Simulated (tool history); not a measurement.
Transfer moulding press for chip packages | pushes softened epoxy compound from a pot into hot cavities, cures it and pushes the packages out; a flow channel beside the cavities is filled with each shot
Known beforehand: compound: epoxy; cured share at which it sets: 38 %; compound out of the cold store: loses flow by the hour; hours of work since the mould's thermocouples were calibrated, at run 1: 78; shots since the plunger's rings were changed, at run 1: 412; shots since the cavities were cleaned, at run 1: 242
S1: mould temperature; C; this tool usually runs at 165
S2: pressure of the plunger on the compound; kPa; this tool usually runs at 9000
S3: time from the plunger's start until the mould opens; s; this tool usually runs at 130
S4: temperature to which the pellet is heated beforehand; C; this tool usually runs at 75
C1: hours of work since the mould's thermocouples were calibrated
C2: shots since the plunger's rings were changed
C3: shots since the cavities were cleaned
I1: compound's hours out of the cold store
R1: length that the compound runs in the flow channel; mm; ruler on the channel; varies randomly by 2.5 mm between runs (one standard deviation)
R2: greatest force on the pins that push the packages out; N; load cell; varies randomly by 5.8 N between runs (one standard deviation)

{"run": 1, "hour": 0.0, "S1": 165, "S2": 9000, "S3": 130, "S4": 75, "C1": 78, "C2": 412, "C3": 242, "I1": 22.9, "R1": 949, "R2": 259}
{"run": 2, "hour": 8.0, "S1": 165, "S2": 9000, "S3": 130, "S4": 75, "C1": 82, "C2": 471, "C3": 301, "I1": 31.4, "R1": 911, "R2": 288}
{"run": 3, "hour": 16.3, "S1": 165, "S2": 9000, "S3": 130, "S4": 75, "C1": 87, "C2": 531, "C3": 361, "I1": 41.3, "R1": 866, "R2": 272}
{"run": 4, "hour": 23.4, "S1": 165, "S2": 9000, "S3": 130, "S4": 75, "C1": 90, "C2": 583, "C3": 413, "I1": 39.6, "R1": 878, "R2": 281}
{"hour": 29.1, "done": "cavities cleaned with cleaning compound and waxed"}
{"run": 5, "hour": 31.3, "S1": 165, "S2": 9000, "S3": 130, "S4": 75, "C1": 94, "C2": 629, "C3": 16, "I1": 36.1, "R1": 885, "R2": 230}
{"run": 6, "hour": 38.8, "S1": 165, "S2": 9000, "S3": 122, "S4": 75, "C1": 98, "C2": 684, "C3": 71, "I1": 15.0, "R1": 976, "R2": 267}
{"run": 7, "hour": 47.7, "S1": 165, "S2": 9000, "S3": 130, "S4": 75, "C1": 102, "C2": 748, "C3": 135, "I1": 33.1, "R1": 899, "R2": 253}
{"run": 8, "hour": 56.8, "S1": 165, "S2": 9000, "S3": 130, "S4": 75, "C1": 107, "C2": 815, "C3": 202, "I1": 39.0, "R1": 873, "R2": 265}
{"run": 9, "hour": 67.0, "S1": 165, "S2": 9000, "S3": 130, "S4": 75, "C1": 113, "C2": 889, "C3": 276, "I1": 27.2, "R1": 917, "R2": 286}
{"run": 10, "hour": 71.3, "S1": 165, "S2": 9000, "S3": 130, "S4": 75, "C1": 115, "C2": 920, "C3": 307, "I1": 13.8, "R1": 981, "R2": 285}
{"run": 11, "hour": 78.7, "S1": 165, "S2": 9000, "S3": 143, "S4": 75, "C1": 119, "C2": 974, "C3": 361, "I1": 26.0, "R1": 923, "R2": 271}
{"run": 12, "hour": 87.9, "S1": 165, "S2": 9000, "S3": 143, "S4": 75, "C1": 123, "C2": 1041, "C3": 428, "I1": 46.0, "R1": 841, "R2": 269}
{"hour": 91.5, "done": "cavities cleaned with cleaning compound and waxed"}
{"run": 13, "hour": 98.5, "S1": 169, "S2": 9010, "S3": 130, "S4": 83, "C1": 128, "C2": 1107, "C3": 51, "I1": 27.6, "R1": 902, "R2": 211}
{"run": 14, "hour": 106.0, "S1": 169, "S2": 9010, "S3": 130, "S4": 83, "C1": 132, "C2": 1161, "C3": 105, "I1": 18.0, "R1": 940, "R2": 205}
{"run": 15, "hour": 111.9, "S1": 169, "S2": 9010, "S3": 130, "S4": 83, "C1": 135, "C2": 1204, "C3": 148, "I1": 31.3, "R1": 884, "R2": 226}
{"run": 16, "hour": 118.2, "S1": 169, "S2": 9010, "S3": 130, "S4": 83, "C1": 139, "C2": 1250, "C3": 194, "I1": 16.6, "R1": 940, "R2": 228}
{"run": 17, "hour": 123.6, "S1": 169, "S2": 9010, "S3": 130, "S4": 83, "C1": 141, "C2": 1289, "C3": 233, "I1": 26.6, "R1": 901, "R2": 240}
{"run": 18, "hour": 131.8, "S1": 169, "S2": 9010, "S3": 130, "S4": 83, "C1": 146, "C2": 1349, "C3": 293, "I1": 44.4, "R1": 833, "R2": 238}
{"run": 19, "hour": 138.1, "S1": 167, "S2": 8450, "S3": 130, "S4": 83, "C1": 149, "C2": 1395, "C3": 339, "I1": 43.8, "R1": 816, "R2": 267}
{"run": 20, "hour": 145.5, "S1": 165, "S2": 9000, "S3": 163, "S4": 66, "C1": 153, "C2": 1449, "C3": 393, "I1": 36.2, "R1": 877, "R2": 262}
{"hour": 154.0, "done": "cavities cleaned with cleaning compound and waxed"}
{"run": 21, "hour": 156.3, "S1": 169, "S2": 7950, "S3": 126, "S4": 75, "C1": 158, "C2": 1517, "C3": 17, "I1": 28.7, "R1": 837, "R2": 204}
{"run": 22, "hour": 162.0, "S1": 162, "S2": 7130, "S3": 149, "S4": 71, "C1": 161, "C2": 1558, "C3": 58, "I1": 41.7, "R1": 771, "R2": 234}

Describe how what the log doesn't record of the tool's condition differs between the last listed run preceding each entry between runs and the first listed run following it.
Logged between run 4 and run 5: cavities cleaned with cleaning compound and waxed (hour 29.1)
  true mould temperature over the reading, C: -0.01 -> -0.02; pressure that reaches the compound, % of what is set: 98.13 -> 98; grip of the stained cavities, % over clean ones': 36.6 -> 6.6
  what was measured, less what the result would be without the hidden state, R1: -8 -> -9 mm; R2: +77 -> +14 N
Logged between run 12 and run 13: cavities cleaned with cleaning compound and waxed (hour 91.5)
  true mould temperature over the reading, C: -0.09 -> -0.11; pressure that reaches the compound, % of what is set: 96.95 -> 96.79; grip of the stained cavities, % over clean ones': 39.7 -> 6.7
  what was measured, less what the result would be without the hidden state, R1: -13 -> -15 mm; R2: +78 -> +13 N
Logged between run 20 and run 21: cavities cleaned with cleaning compound and waxed (hour 154.0)
  true mould temperature over the reading, C: -0.17 -> -0.18; pressure that reaches the compound, % of what is set: 95.9 -> 95.73; grip of the stained cavities, % over clean ones': 35.8 -> 3.3
  what was measured, less what the result would be without the hidden state, R1: -18 -> -18 mm; R2: +69 -> +7 N

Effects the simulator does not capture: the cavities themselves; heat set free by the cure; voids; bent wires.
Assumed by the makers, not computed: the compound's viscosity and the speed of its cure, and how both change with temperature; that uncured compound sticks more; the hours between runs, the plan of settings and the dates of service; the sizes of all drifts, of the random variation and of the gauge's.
